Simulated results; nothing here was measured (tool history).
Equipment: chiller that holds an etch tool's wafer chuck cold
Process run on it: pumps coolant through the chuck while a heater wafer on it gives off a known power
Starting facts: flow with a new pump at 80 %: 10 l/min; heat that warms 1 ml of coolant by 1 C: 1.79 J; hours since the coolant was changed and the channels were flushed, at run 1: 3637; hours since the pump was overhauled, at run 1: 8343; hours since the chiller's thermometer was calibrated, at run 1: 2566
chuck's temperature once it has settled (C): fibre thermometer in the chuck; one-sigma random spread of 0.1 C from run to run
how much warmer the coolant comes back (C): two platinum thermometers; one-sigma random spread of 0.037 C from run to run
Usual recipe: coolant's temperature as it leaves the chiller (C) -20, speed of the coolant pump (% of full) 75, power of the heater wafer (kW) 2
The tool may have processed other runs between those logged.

run,day,coolant's temperature as it leaves the chiller (C),speed of the coolant pump (% of full),power of the heater wafer (kW),hours since the coolant was changed and the channels were flushed,hours since the pump was overhauled,hours since the chiller's thermometer was calibrated,chuck's temperature once it has settled (C),how much warmer the coolant comes back (C)
1,0,-20,75,2,3637,8343,2566,0.3,8.77
2,6.046,-20,75,2,3782,8489,2711,0.6,8.76
3,12.329,-14,75,2,3933,8639,2862,6.6,8.74
4,20.85,-29,75,2,4137,8844,3066,-8.3,8.83
5,25.825,-29,75,2,4256,8963,3186,-7.9,8.77
6,31.654,-29,75,2,4396,9103,3326,-7.9,8.86
7,39.779,-20,75,1.624,4591,9298,3521,-2.6,7.32
8,47.517,-20,75,1.624,4777,9484,3706,-2.5,7.31
9,51.496,-15,79,1.624,4873,9579,3802,1.9,6.97
10,58.808,-20,60,2.598,5048,9755,3977,13.9,14.74

Run 11 is up next; what results do you expect?
11,63.129,-29,77,2.248,5152,9858,4081,?,?

{"run 11": {"chuck's temperature once it has settled (C)": -4.9, "how much warmer the coolant comes back (C)": 9.95}}
Had the tool carried no hidden state, the very same run would have given chuck's temperature once it has settled (C) -11.6, how much warmer the coolant comes back (C) 7.85.
